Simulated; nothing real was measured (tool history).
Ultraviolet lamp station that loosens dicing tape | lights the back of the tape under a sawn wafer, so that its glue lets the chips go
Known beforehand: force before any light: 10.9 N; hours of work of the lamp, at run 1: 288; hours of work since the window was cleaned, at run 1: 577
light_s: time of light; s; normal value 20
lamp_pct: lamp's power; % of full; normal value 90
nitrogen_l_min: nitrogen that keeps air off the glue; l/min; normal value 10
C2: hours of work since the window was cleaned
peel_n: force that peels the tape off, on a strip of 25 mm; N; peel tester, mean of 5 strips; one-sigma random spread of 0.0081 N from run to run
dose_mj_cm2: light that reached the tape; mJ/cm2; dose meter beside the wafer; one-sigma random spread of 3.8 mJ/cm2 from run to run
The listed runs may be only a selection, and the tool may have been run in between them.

{"run": 1, "hour": 0.0, "light_s": 20, "lamp_pct": 90, "nitrogen_l_min": 10, "hours of work of the lamp": 288, "C2": 577, "peel_n": 0.59, "dose_mj_cm2": 510}
{"run": 2, "hour": 20.0, "light_s": 20, "lamp_pct": 90, "nitrogen_l_min": 10, "hours of work of the lamp": 297, "C2": 586, "peel_n": 0.609, "dose_mj_cm2": 502}
{"run": 3, "hour": 51.9, "light_s": 20, "lamp_pct": 90, "nitrogen_l_min": 10, "hours of work of the lamp": 312, "C2": 601, "peel_n": 0.605, "dose_mj_cm2": 495}
{"run": 4, "hour": 72.1, "light_s": 20, "lamp_pct": 90, "nitrogen_l_min": 10, "hours of work of the lamp": 321, "C2": 610, "peel_n": 0.605, "dose_mj_cm2": 500}
{"hour": 88.8, "done": "window cleaned of glue's vapour"}
{"run": 5, "hour": 105.8, "light_s": 20, "lamp_pct": 90, "nitrogen_l_min": 9, "hours of work of the lamp": 336, "C2": 8, "peel_n": 0.766, "dose_mj_cm2": 484}
{"run": 6, "hour": 138.5, "light_s": 20, "lamp_pct": 90, "nitrogen_l_min": 9, "hours of work of the lamp": 351, "C2": 23, "peel_n": 0.757, "dose_mj_cm2": 470}
{"run": 7, "hour": 163.9, "light_s": 20, "lamp_pct": 90, "nitrogen_l_min": 9, "hours of work of the lamp": 363, "C2": 34, "peel_n": 0.782, "dose_mj_cm2": 473}
{"run": 8, "hour": 184.2, "light_s": 20, "lamp_pct": 90, "nitrogen_l_min": 9, "hours of work of the lamp": 372, "C2": 44, "peel_n": 0.79, "dose_mj_cm2": 467}
{"run": 9, "hour": 200.9, "light_s": 20, "lamp_pct": 90, "nitrogen_l_min": 9, "hours of work of the lamp": 380, "C2": 51, "peel_n": 0.8, "dose_mj_cm2": 470}
{"run": 10, "hour": 224.0, "light_s": 20, "lamp_pct": 90, "nitrogen_l_min": 9, "hours of work of the lamp": 390, "C2": 62, "peel_n": 0.825, "dose_mj_cm2": 461}
{"hour": 254.2, "done": "window cleaned of glue's vapour, once more"}
{"run": 11, "hour": 263.3, "light_s": 20, "lamp_pct": 90, "nitrogen_l_min": 16, "hours of work of the lamp": 408, "C2": 4, "peel_n": 0.295, "dose_mj_cm2": 577}
{"run": 12, "hour": 298.2, "light_s": 20, "lamp_pct": 90, "nitrogen_l_min": 16, "hours of work of the lamp": 424, "C2": 20, "peel_n": 0.307, "dose_mj_cm2": 577}
{"run": 13, "hour": 337.2, "light_s": 20, "lamp_pct": 90, "nitrogen_l_min": 16, "hours of work of the lamp": 442, "C2": 38, "peel_n": 0.295, "dose_mj_cm2": 568}
{"run": 14, "hour": 370.7, "light_s": 20, "lamp_pct": 90, "nitrogen_l_min": 16, "hours of work of the lamp": 457, "C2": 53, "peel_n": 0.315, "dose_mj_cm2": 563}
{"run": 15, "hour": 401.3, "light_s": 20, "lamp_pct": 90, "nitrogen_l_min": 5, "hours of work of the lamp": 471, "C2": 67, "peel_n": 0.877, "dose_mj_cm2": 563}
{"run": 16, "hour": 437.1, "light_s": 20, "lamp_pct": 90, "nitrogen_l_min": 5, "hours of work of the lamp": 487, "C2": 83, "peel_n": 0.91, "dose_mj_cm2": 556}
{"run": 17, "hour": 477.6, "light_s": 13, "lamp_pct": 90, "nitrogen_l_min": 10, "hours of work of the lamp": 506, "C2": 102, "peel_n": 1.29, "dose_mj_cm2": 363}
{"run": 18, "hour": 506.9, "light_s": 13, "lamp_pct": 90, "nitrogen_l_min": 10, "hours of work of the lamp": 519, "C2": 115, "peel_n": 1.323, "dose_mj_cm2": 348}
{"run": 19, "hour": 539.3, "light_s": 13, "lamp_pct": 90, "nitrogen_l_min": 10, "hours of work of the lamp": 534, "C2": 130, "peel_n": 1.379, "dose_mj_cm2": 353}
{"run": 20, "hour": 580.7, "light_s": 20, "lamp_pct": 82, "nitrogen_l_min": 10, "hours of work of the lamp": 553, "C2": 149, "peel_n": 0.638, "dose_mj_cm2": 488}
{"run": 21, "hour": 622.4, "light_s": 15, "lamp_pct": 81, "nitrogen_l_min": 4, "hours of work of the lamp": 572, "C2": 168, "peel_n": 2.454, "dose_mj_cm2": 356}
{"run": 22, "hour": 660.7, "light_s": 15, "lamp_pct": 90, "nitrogen_l_min": 18, "hours of work of the lamp": 589, "C2": 186, "peel_n": 0.681, "dose_mj_cm2": 392}
{"run": 23, "hour": 688.9, "light_s": 18, "lamp_pct": 90, "nitrogen_l_min": 4, "hours of work of the lamp": 602, "C2": 198, "peel_n": 1.551, "dose_mj_cm2": 468}
{"run": 24, "hour": 717.7, "light_s": 18, "lamp_pct": 90, "nitrogen_l_min": 4, "hours of work of the lamp": 615, "C2": 212, "peel_n": 1.543, "dose_mj_cm2": 473}
{"run": 25, "hour": 757.2, "light_s": 14, "lamp_pct": 92, "nitrogen_l_min": 18, "hours of work of the lamp": 633, "C2": 230, "peel_n": 0.773, "dose_mj_cm2": 366}
{"run": 26, "hour": 794.4, "light_s": 13, "lamp_pct": 76, "nitrogen_l_min": 3, "hours of work of the lamp": 650, "C2": 247, "peel_n": 3.867, "dose_mj_cm2": 274}
{"run": 27, "hour": 820.0, "light_s": 26, "lamp_pct": 83, "nitrogen_l_min": 9, "hours of work of the lamp": 662, "C2": 258, "peel_n": 0.418, "dose_mj_cm2": 610}
{"run": 28, "hour": 855.3, "light_s": 26, "lamp_pct": 83, "nitrogen_l_min": 12, "hours of work of the lamp": 678, "C2": 274, "peel_n": 0.335, "dose_mj_cm2": 599}
{"run": 29, "hour": 886.8, "light_s": 26, "lamp_pct": 83, "nitrogen_l_min": 20, "hours of work of the lamp": 693, "C2": 289, "peel_n": 0.235, "dose_mj_cm2": 595}
{"run": 30, "hour": 920.0, "light_s": 33, "lamp_pct": 78, "nitrogen_l_min": 20, "hours of work of the lamp": 708, "C2": 304, "peel_n": 0.185, "dose_mj_cm2": 701}
{"run": 31, "hour": 942.2, "light_s": 33, "lamp_pct": 78, "nitrogen_l_min": 20, "hours of work of the lamp": 718, "C2": 314, "peel_n": 0.179, "dose_mj_cm2": 699}
{"run": 32, "hour": 969.1, "light_s": 31, "lamp_pct": 90, "nitrogen_l_min": 19, "hours of work of the lamp": 730, "C2": 326, "peel_n": 0.17, "dose_mj_cm2": 751}
{"run": 33, "hour": 998.4, "light_s": 31, "lamp_pct": 90, "nitrogen_l_min": 19, "hours of work of the lamp": 744, "C2": 340, "peel_n": 0.181, "dose_mj_cm2": 746}
{"run": 34, "hour": 1015.9, "light_s": 11, "lamp_pct": 90, "nitrogen_l_min": 10, "hours of work of the lamp": 752, "C2": 348, "peel_n": 2.175, "dose_mj_cm2": 268}
{"run": 35, "hour": 1050.6, "light_s": 11, "lamp_pct": 90, "nitrogen_l_min": 10, "hours of work of the lamp": 767, "C2": 364, "peel_n": 2.18, "dose_mj_cm2": 266}
{"run": 36, "hour": 1085.7, "light_s": 11, "lamp_pct": 90, "nitrogen_l_min": 10, "hours of work of the lamp": 783, "C2": 380, "peel_n": 2.236, "dose_mj_cm2": 261}
{"run": 37, "hour": 1112.3, "light_s": 18, "lamp_pct": 90, "nitrogen_l_min": 10, "hours of work of the lamp": 795, "C2": 392, "peel_n": 0.919, "dose_mj_cm2": 422}

Hidden state or all else? Some run-to-run changes of peel_n, split into what the settings, what came in and random variation would give without the hidden state, and what is left for the hidden state (with any gauge scatter that isn't in both results):
Hidden state present: lamp's light, % of a new lamp's; light that the window lets through, % of a clean one's; drift of the gauge itself on peel_n, %; drift of the gauge itself on dose_mj_cm2, %.
Run 25 -> 26: light_s 14 -> 13, lamp_pct 92 -> 76, nitrogen_l_min 18 -> 3. peel_n +3.094 N: hidden state +0.64, all else +2.454.
Run 26 -> 27: light_s 13 -> 26, lamp_pct 76 -> 83, nitrogen_l_min 3 -> 9. peel_n -3.449 N: hidden state -0.799, all else -2.65.
Run 33 -> 34: light_s 31 -> 11, nitrogen_l_min 19 -> 10. peel_n +1.994 N: hidden state +0.887, all else +1.107.
